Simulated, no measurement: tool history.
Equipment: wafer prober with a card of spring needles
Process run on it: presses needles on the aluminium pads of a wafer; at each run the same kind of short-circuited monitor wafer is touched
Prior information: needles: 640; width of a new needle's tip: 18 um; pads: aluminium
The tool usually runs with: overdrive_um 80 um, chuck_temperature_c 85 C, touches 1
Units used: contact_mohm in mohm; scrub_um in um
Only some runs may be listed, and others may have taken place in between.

Run 1, hour 0.0: usual settings. Result: contact_mohm 217 mohm, scrub_um 18.90 um.
At hour 15.2: tips cleaned on abrasive film.
Run 2, hour 26.6: usual settings. Result: contact_mohm 231 mohm, scrub_um 18.89 um.
At hour 31.5: tips cleaned on abrasive film.
At hour 34.0: height of the first contact set anew.
At hour 48.6: tips cleaned on abrasive film.
Run 3, hour 53.3: usual settings. Result: contact_mohm 224 mohm, scrub_um 19.26 um.
At hour 65.1: tips cleaned on abrasive film.
Run 4, hour 66.8: usual settings. Result: contact_mohm 220 mohm, scrub_um 19.25 um.
At hour 82.0: tips cleaned on abrasive film.
Run 5, hour 83.0: usual settings. Result: contact_mohm 218 mohm, scrub_um 19.21 um.
At hour 98.2: tips cleaned on abrasive film.
Run 6, hour 109.2: usual settings. Result: contact_mohm 225 mohm, scrub_um 19.16 um.
At hour 114.6: tips cleaned on abrasive film.
Run 7, hour 120.8: usual settings. Result: contact_mohm 226 mohm, scrub_um 19.12 um.
At hour 131.2: tips cleaned on abrasive film.
Run 8, hour 138.3: usual settings but overdrive_um 81 um, chuck_temperature_c 30 C, touches 3. Result: contact_mohm 204 mohm, scrub_um 19.33 um.
At hour 146.4: tips cleaned on abrasive film.
Run 9, hour 157.3: usual settings but overdrive_um 81 um, chuck_temperature_c 30 C, touches 3. Result: contact_mohm 207 mohm, scrub_um 19.30 um.

For run 10, what comes out?
At hour 161.9: tips cleaned on abrasive film.
At hour 177.2: tips cleaned on abrasive film.
Run 10, hour 180.1: usual settings but overdrive_um 88 um, chuck_temperature_c 71 C, touches 3. Result: contact_mohm ?, scrub_um ?.

{"run 10": {"contact_mohm": 211, "scrub_um": 20.97}}
On a tool with no hidden condition, and with the same random variation, this run would have come out at contact_mohm 207 mohm, scrub_um 21.20 um.
